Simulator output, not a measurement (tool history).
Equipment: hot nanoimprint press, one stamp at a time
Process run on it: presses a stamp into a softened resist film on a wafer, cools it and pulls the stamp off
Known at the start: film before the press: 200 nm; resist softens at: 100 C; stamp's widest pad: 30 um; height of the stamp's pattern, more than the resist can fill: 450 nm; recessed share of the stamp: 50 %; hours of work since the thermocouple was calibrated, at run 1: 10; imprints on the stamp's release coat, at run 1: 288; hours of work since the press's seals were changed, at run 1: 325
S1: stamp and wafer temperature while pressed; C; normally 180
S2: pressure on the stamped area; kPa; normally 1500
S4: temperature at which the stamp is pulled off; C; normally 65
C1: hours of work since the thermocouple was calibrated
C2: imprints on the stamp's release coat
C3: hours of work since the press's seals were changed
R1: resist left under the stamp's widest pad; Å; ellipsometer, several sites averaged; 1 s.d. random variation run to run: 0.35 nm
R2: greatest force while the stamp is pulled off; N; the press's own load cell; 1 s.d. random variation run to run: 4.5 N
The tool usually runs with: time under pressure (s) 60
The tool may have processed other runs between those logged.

Run 1, day 0: usual settings; C1 10; C2 288; C3 325. Result: R1 930 Å, R2 243 N.
Run 2, day 1.596: usual settings; C1 32; C2 384; C3 347. Result: R1 932 Å, R2 256 N.
Run 3, day 3.912: usual settings; C1 63; C2 524; C3 378. Result: R1 935 Å, R2 263 N.
Run 4, day 5.417: usual settings; C1 84; C2 615; C3 399. Result: R1 942 Å, R2 261 N.
Run 5, day 8.325: usual settings; C1 123; C2 791; C3 438. Result: R1 940 Å, R2 285 N.
Run 6, day 10.092: usual settings; C1 148; C2 898; C3 463. Result: R1 942 Å, R2 303 N.
At day 11.6: stamp cleaned and given a new release coat.
Run 7, day 12.325: usual settings; C1 175; C2 43; C3 490. Result: R1 944 Å, R2 227 N.
Run 8, day 15.117: usual settings; C1 213; C2 212; C3 528. Result: R1 954 Å, R2 243 N.
Run 9, day 18.292: usual settings; C1 256; C2 404; C3 571. Result: R1 951 Å, R2 264 N.
Run 10, day 21.388: usual settings; C1 298; C2 591; C3 613. Result: R1 956 Å, R2 277 N.
Run 11, day 24.162: usual settings; C1 336; C2 758; C3 651. Result: R1 959 Å, R2 278 N.
At day 25.808: plate thermocouple calibrated.
Run 12, day 26.754: usual settings; C1 13; C2 907; C3 684. Result: R1 941 Å, R2 303 N.
At day 28.15: stamp cleaned and given a new release coat.
Run 13, day 29.121: usual settings; C1 42; C2 59; C3 713. Result: R1 944 Å, R2 220 N.
Run 14, day 30.742: usual settings; C1 64; C2 157; C3 735. Result: R1 946 Å, R2 228 N.
At day 31.533: press's hydraulic seals changed and the load cell set to zero.
Run 15, day 32.921: usual settings; C1 89; C2 268; C3 19. Result: R1 918 Å, R2 245 N.
Run 16, day 36.121: usual settings; C1 133; C2 462; C3 62. Result: R1 928 Å, R2 257 N.
Run 17, day 38.758: usual settings but S1 185 C, S2 2050 kPa, time under pressure (s) 55; C1 168; C2 621; C3 98. Result: R1 703 Å, R2 276 N.
Run 18, day 41.888: usual settings but S1 188 C, S2 1140 kPa, time under pressure (s) 45; C1 211; C2 810; C3 141. Result: R1 983 Å, R2 299 N.
Run 19, day 43.829: usual settings but S1 174 C, S2 1570 kPa, time under pressure (s) 113, S4 60 C; C1 238; C2 927; C3 167. Result: R1 876 Å, R2 321 N.
At day 45: stamp cleaned and given a new release coat.
Run 20, day 46.425: usual settings but S2 1640 kPa, time under pressure (s) 89, S4 70 C; C1 270; C2 86; C3 199. Result: R1 787 Å, R2 211 N.
Run 21, day 49.55: usual settings but S2 1640 kPa, time under pressure (s) 89, S4 70 C; C1 312; C2 274; C3 242. Result: R1 788 Å, R2 235 N.
At day 52.675: plate thermocouple calibrated.
Run 22, day 53.033: usual settings but S2 1640 kPa, time under pressure (s) 89, S4 70 C; C1 5; C2 477; C3 288. Result: R1 777 Å, R2 249 N.
Run 23, day 55.812: usual settings but S4 51 C; C1 43; C2 645; C3 326. Result: R1 933 Å, R2 327 N.
Run 24, day 59.125: usual settings but S1 177 C, S2 2270 kPa, time under pressure (s) 80; C1 88; C2 845; C3 371. Result: R1 729 Å, R2 298 N.
At day 61.546: stamp cleaned and given a new release coat.
Run 25, day 61.858: usual settings but S1 189 C, S2 2270 kPa, time under pressure (s) 59; C1 122; C2 19; C3 405. Result: R1 592 Å, R2 222 N.
Run 26, day 64.521: usual settings but S1 188 C, S2 960 kPa, time under pressure (s) 34, S4 58 C; C1 158; C2 180; C3 441. Result: R1 1174 Å, R2 251 N.
Run 27, day 67.221: usual settings but S1 188 C, S2 960 kPa, time under pressure (s) 34, S4 58 C; C1 195; C2 343; C3 478. Result: R1 1175 Å, R2 278 N.
Run 28, day 69.888: usual settings but S1 188 C, S2 1830 kPa, time under pressure (s) 34, S4 68 C; C1 231; C2 504; C3 514. Result: R1 836 Å, R2 258 N.
Run 29, day 71.704: usual settings but S2 1790 kPa, time under pressure (s) 53; C1 256; C2 614; C3 539. Result: R1 900 Å, R2 280 N.

How the hidden state differs across the entries between the runs, from the last listed run before each to the first after it:
After run 6, before run 7: stamp cleaned and given a new release coat (day 11.6)
  true temperature over the reading, C: -0.4 -> -0.47; pressure that arrives at the usual setting, %: 97.39 -> 97.23; grip of the stamp's worn release coat, % over a new coat's: 36.7 -> 1.6
  measured value less the no-hidden-state value, R1: +23 -> +27 Å; R2: +82 -> +5 N
After run 11, before run 12: plate thermocouple calibrated (day 25.808)
  true temperature over the reading, C: -0.93 -> 0.11; pressure that arrives at the usual setting, %: 96.27 -> 96.04; grip of the stamp's worn release coat, % over a new coat's: 30.7 -> 37.1
  measured value less the no-hidden-state value, R1: +42 -> +19 Å; R2: +68 -> +81 N
After run 12, before run 13: stamp cleaned and given a new release coat (day 28.15)
  true temperature over the reading, C: 0.11 -> 0.03; pressure that arrives at the usual setting, %: 96.04 -> 95.88; grip of the stamp's worn release coat, % over a new coat's: 37.1 -> 2.3
  measured value less the no-hidden-state value, R1: +19 -> +21 Å; R2: +81 -> +5 N
After run 14, before run 15: press's hydraulic seals changed and the load cell set to zero (day 31.533)
  true temperature over the reading, C: -0.03 -> -0.11; pressure that arrives at the usual setting, %: 95.75 -> 99.95; grip of the stamp's worn release coat, % over a new coat's: 6.1 -> 10.4
  measured value less the no-hidden-state value, R1: +24 -> +3 Å; R2: +13 -> +23 N
After run 19, before run 20: stamp cleaned and given a new release coat (day 45)
  true temperature over the reading, C: -0.5 -> -0.59; pressure that arrives at the usual setting, %: 99.05 -> 98.86; grip of the stamp's worn release coat, % over a new coat's: 38 -> 3.3
  measured value less the no-hidden-state value, R1: +18 -> +18 Å; R2: +90 -> +8 N
After run 21, before run 22: plate thermocouple calibrated (day 52.675)
  true temperature over the reading, C: -0.7 -> 0.07; pressure that arrives at the usual setting, %: 98.62 -> 98.36; grip of the stamp's worn release coat, % over a new coat's: 10.7 -> 18.9
  measured value less the no-hidden-state value, R1: +22 -> +7 Å; R2: +25 -> +39 N
After run 24, before run 25: stamp cleaned and given a new release coat (day 61.546)
  true temperature over the reading, C: -0.16 -> -0.26; pressure that arrives at the usual setting, %: 97.85 -> 97.64; grip of the stamp's worn release coat, % over a new coat's: 34.4 -> 0.7
  measured value less the no-hidden-state value, R1: +18 -> +17 Å; R2: +77 -> +2 N

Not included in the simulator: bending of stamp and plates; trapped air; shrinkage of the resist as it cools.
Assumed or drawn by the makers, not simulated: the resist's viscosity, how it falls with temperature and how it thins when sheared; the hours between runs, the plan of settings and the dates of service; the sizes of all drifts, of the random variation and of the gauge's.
